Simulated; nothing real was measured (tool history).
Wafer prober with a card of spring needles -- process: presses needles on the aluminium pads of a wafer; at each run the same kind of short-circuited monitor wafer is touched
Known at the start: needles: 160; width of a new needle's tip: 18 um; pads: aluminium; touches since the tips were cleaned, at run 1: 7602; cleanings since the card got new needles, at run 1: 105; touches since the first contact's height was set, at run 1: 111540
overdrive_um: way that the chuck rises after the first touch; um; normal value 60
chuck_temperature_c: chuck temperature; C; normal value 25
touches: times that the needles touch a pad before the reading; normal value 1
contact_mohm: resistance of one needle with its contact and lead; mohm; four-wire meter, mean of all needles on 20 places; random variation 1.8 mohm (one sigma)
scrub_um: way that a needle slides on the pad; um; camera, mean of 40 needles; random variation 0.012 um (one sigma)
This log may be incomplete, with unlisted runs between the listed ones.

run    hour  overdrive_um  chuck_temperature_c  touches  touches since the tips were cleaned  cleanings since the card got new needles  touches since the first contact's height was set  contact_mohm  scrub_um
  1     0.0            60                   25        1                                 7602                                       105                                            111540           269     10.99
        6.0  -- tips cleaned on abrasive film
       33.2  -- tips cleaned on abrasive film
       61.2  -- tips cleaned on abrasive film
  2    73.5            60                   25        1                                 4130                                       108                                            136166           253     11.00
       89.4  -- tips cleaned on abrasive film
      118.9  -- tips cleaned on abrasive film
  3   126.7            60                   25        2                                 2606                                       110                                            153974           213     10.99
      143.7  -- tips cleaned on abrasive film
      170.6  -- tips cleaned on abrasive film
  4   192.6            60                   25        1                                 7392                                       112                                            176082           263     10.95
      197.1  -- tips cleaned on abrasive film
      226.0  -- tips cleaned on abrasive film
      252.7  -- tips cleaned on abrasive film
      282.4  -- tips cleaned on abrasive film
  5   286.1            60                   25        1                                 1231                                       116                                            207383           220     10.92
      308.6  -- tips cleaned on abrasive film
      326.0  -- height of the first contact set anew
      336.4  -- tips cleaned on abrasive film
  6   341.5            60                   25        1                                 1709                                       118                                              5199           226     11.10
      365.4  -- tips cleaned on abrasive film
      394.1  -- tips cleaned on abrasive film
  7   416.1            60                   25        1                                 7401                                       120                                             30224           272     11.07
      422.2  -- tips cleaned on abrasive film
      451.0  -- tips cleaned on abrasive film
      479.8  -- tips cleaned on abrasive film
  8   497.0            60                   25        1                                 5782                                       123                                             57325           263     11.03
      507.9  -- tips cleaned on abrasive film
      537.3  -- tips cleaned on abrasive film
  9   538.3            60                   25        1                                  308                                       125                                             71131           200     11.03
      562.1  -- tips cleaned on abrasive film
      586.5  -- tips cleaned on abrasive film
      615.7  -- tips cleaned on abrasive film
 10   617.3            60                   25        1                                  549                                       128                                             97609           206     11.00
      642.7  -- tips cleaned on abrasive film
      666.5  -- tips cleaned on abrasive film
      693.4  -- tips cleaned on abrasive film
 11   710.5            60                   25        1                                 5730                                       131                                            128852           271     10.99
      721.8  -- tips cleaned on abrasive film
      751.1  -- tips cleaned on abrasive film
      779.3  -- tips cleaned on abrasive film
 12   802.9            60                   25        1                                 7941                                       134                                            159841           281     10.96
      809.0  -- tips cleaned on abrasive film
      837.3  -- tips cleaned on abrasive film
      865.3  -- tips cleaned on abrasive film
 13   888.3            60                   25        1                                 7751                                       137                                            188458           280     10.95
      894.4  -- tips cleaned on abrasive film
      921.7  -- tips cleaned on abrasive film
 14   933.6            60                   25        1                                 4016                                       139                                            203625           257     10.89
      945.6  -- tips cleaned on abrasive film
      972.0  -- tips cleaned on abrasive film
      989.5  -- height of the first contact set anew
     1001.5  -- tips cleaned on abrasive film
     1026.1  -- tips cleaned on abrasive film
 15  1026.1            60                   25        1                                    0                                       143                                             12238           201     11.08
     1053.4  -- tips cleaned on abrasive film
     1083.1  -- tips cleaned on abrasive film
     1111.5  -- tips cleaned on abrasive film
 16  1115.0            60                   25        1                                 1182                                       146                                             42029           213     11.04
     1138.0  -- tips cleaned on abrasive film
     1165.5  -- tips cleaned on abrasive film
 17  1180.5            60                   25        1                                 5055                                       148                                             63987           265     11.04
     1190.8  -- tips cleaned on abrasive film
     1219.4  -- tips cleaned on abrasive film
 18  1227.0            71                   25        1                                 2573                                       150                                             79562           221     13.06
     1243.7  -- tips cleaned on abrasive film
     1271.1  -- tips cleaned on abrasive film
 19  1271.1            70                  113        1                                    0                                       152                                             94315           215     12.86
     1297.7  -- tips cleaned on abrasive film
     1326.5  -- tips cleaned on abrasive film
     1355.1  -- tips cleaned on abrasive film
 20  1356.5            70                   41        1                                  452                                       155                                            122937           201     12.83
     1380.8  -- tips cleaned on abrasive film
     1409.6  -- tips cleaned on abrasive film
     1437.7  -- tips cleaned on abrasive film
 21  1444.8            70                   41        1                                 2380                                       158                                            152544           220     12.78
     1465.2  -- tips cleaned on abrasive film
     1491.6  -- tips cleaned on abrasive film
     1515.4  -- tips cleaned on abrasive film
 22  1532.6            70                   41        1                                 5787                                       161                                            181980           249     12.76
     1543.9  -- tips cleaned on abrasive film
     1573.0  -- tips cleaned on abrasive film
 23  1573.6            56                   41        2                                  180                                       163                                            195679           205     10.15
     1601.5  -- tips cleaned on abrasive film
     1631.3  -- tips cleaned on abrasive film
     1648.6  -- height of the first contact set anew
     1659.5  -- tips cleaned on abrasive film
 24  1663.6            52                   30        2                                 1382                                       166                                              4999           215      9.59
     1686.3  -- tips cleaned on abrasive film
     1712.0  -- tips cleaned on abrasive film
 25  1720.0            49                   33        2                                 2665                                       168                                             23902           236      9.04
     1736.8  -- tips cleaned on abrasive film
     1765.3  -- tips cleaned on abrasive film
 26  1768.7            49                   33        2                                 1143                                       170                                             40226           221      9.02
     1790.8  -- tips cleaned on abrasive film
     1818.0  -- tips cleaned on abrasive film
 27  1820.1            49                   33        2                                  701                                       172                                             57430           210      9.01
     1845.4  -- tips cleaned on abrasive film
     1874.5  -- tips cleaned on abrasive film
 28  1897.4            45                   25        1                                 7702                                       174                                             83378           357      8.25
     1903.3  -- tips cleaned on abrasive film
     1930.0  -- tips cleaned on abrasive film
     1958.5  -- tips cleaned on abrasive film
     1987.7  -- tips cleaned on abrasive film
 29  1996.9            60                   25        1                                 3096                                       178                                            116706           241     11.02

Branching from run 29: 3 alternative next runs. What would each branch give?
     2014.8  -- tips cleaned on abrasive film
     2041.7  -- tips cleaned on abrasive film
     2069.3  -- tips cleaned on abrasive film
  A  2071.6            60                  103        2                                  798                                       181                                            141741             ?         ?
     2014.8  -- tips cleaned on abrasive film
     2041.7  -- tips cleaned on abrasive film
     2069.3  -- tips cleaned on abrasive film
  B  2071.6            62                   38        3                                  798                                       181                                            141741             ?         ?
     2014.8  -- tips cleaned on abrasive film
     2041.7  -- tips cleaned on abrasive film
     2069.3  -- tips cleaned on abrasive film
  C  2071.6            60                   54        1                                  798                                       181                                            141741             ?         ?

run  contact_mohm  scrub_um
  A           217     10.98
  B           199     11.31
  C           216     10.97
Had the tool no hidden state, the same runs would have come out as:
run  contact_mohm  scrub_um
  A           203     11.11
  B           190     11.43
  C           195     11.10
